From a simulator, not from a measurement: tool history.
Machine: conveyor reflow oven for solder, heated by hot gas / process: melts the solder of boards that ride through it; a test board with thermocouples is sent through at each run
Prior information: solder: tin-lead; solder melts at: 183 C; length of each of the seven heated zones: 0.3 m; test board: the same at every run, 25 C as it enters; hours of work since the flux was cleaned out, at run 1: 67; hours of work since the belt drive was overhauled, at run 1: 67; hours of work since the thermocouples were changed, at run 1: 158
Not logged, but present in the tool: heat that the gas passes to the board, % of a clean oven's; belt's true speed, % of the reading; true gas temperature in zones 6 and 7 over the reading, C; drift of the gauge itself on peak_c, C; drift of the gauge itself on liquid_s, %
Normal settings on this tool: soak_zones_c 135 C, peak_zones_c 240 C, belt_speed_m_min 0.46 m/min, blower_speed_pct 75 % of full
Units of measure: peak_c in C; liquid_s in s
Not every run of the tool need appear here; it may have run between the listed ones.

run,hour,soak_zones_c,peak_zones_c,belt_speed_m_min,blower_speed_pct,hours of work since the flux was cleaned out,hours of work since the belt drive was overhauled,hours of work since the thermocouples were changed,peak_c,liquid_s
1,0,135,240,0.46,75,67,67,158,222.3,62
2,73.8,148,240,0.46,75,101,101,192,225.2,67.9
3,119.8,148,240,0.46,75,122,122,213,224.5,67.9
4,187.6,148,240,0.46,75,153,153,244,223.4,68.1
5,242.2,135,240,0.46,75,178,178,269,221.5,62.1
6,283.2,135,240,0.46,75,197,197,288,221.2,62.2
# hour 317.8: flux residue cleaned out of gas plates and filters
7,327.4,135,240,0.46,75,4,215,306,223.1,61.9
8,384.5,135,240,0.46,75,31,241,332,222.8,61.6
9,430.9,135,240,0.46,75,52,263,353,222.9,62.2
10,485.1,135,240,0.46,75,77,287,378,222,62.2
11,544.3,135,240,0.46,75,104,314,405,221.9,62.3
12,608.1,135,240,0.46,75,133,344,435,222.1,61.8
13,651.3,135,240,0.46,75,153,363,454,221.8,61.9
# hour 659.3: belt drive overhauled, speed set with a stopwatch
14,733.9,137,240,0.46,75,189,34,490,222.6,64.3
# hour 763: thermocouples of zones 6 and 7 changed
# hour 789.7: flux residue cleaned out of gas plates and filters
15,815.1,137,240,0.46,75,12,68,22,223.8,64.9
16,851.2,136,247,0.473,75,28,85,38,229,66
17,931.7,130,240,0.46,81,65,122,75,223.2,62.5
18,1007.6,141,229,0.548,64,100,156,110,208.1,42
19,1046.6,127,229,0.453,78,118,174,128,213,53.4
20,1129.9,135,240,0.396,75,156,212,166,227.5,77.8
# hour 1149.5: belt drive overhauled, speed set with a stopwatch, once more
21,1182.4,135,240,0.396,75,178,15,188,226.3,75.6
22,1228.5,135,240,0.396,75,199,36,209,227.1,75.8
# hour 1261.3: flux residue cleaned out of gas plates and filters
23,1278.5,135,234,0.431,70,8,57,230,218.6,63.2
24,1354.7,134,234,0.535,52,43,92,265,207.3,39.2
25,1412.2,137,242,0.486,54,69,118,291,219.2,55.7
26,1481.6,135,232,0.475,52,101,150,323,210.3,48.9
27,1558.9,135,232,0.475,52,136,185,358,210,48.8
28,1642.6,135,232,0.475,52,175,224,396,209.9,48.3
# hour 1726.5: flux residue cleaned out of gas plates and filters
29,1728.8,135,232,0.475,52,1,261,434,210.3,49.7

Predict each of these 4 candidate next runs independently; none follows another, all start after run 29:
A,1784.1,135,240,0.46,86,26,286,459,?,?
B,1784.1,147,240,0.375,75,26,286,459,?,?
C,1784.1,135,241,0.46,75,26,286,459,?,?
D,1784.1,124,232,0.475,72,26,286,459,?,?

run,peak_c,liquid_s
A,223.9,63.5
B,229.3,87.3
C,223.5,62.3
D,211.6,47.9
Without the tool's hidden state the same runs would have given:
run,peak_c,liquid_s
A,225,63.7
B,230.4,87.1
C,224.5,62.5
D,212.6,48.5
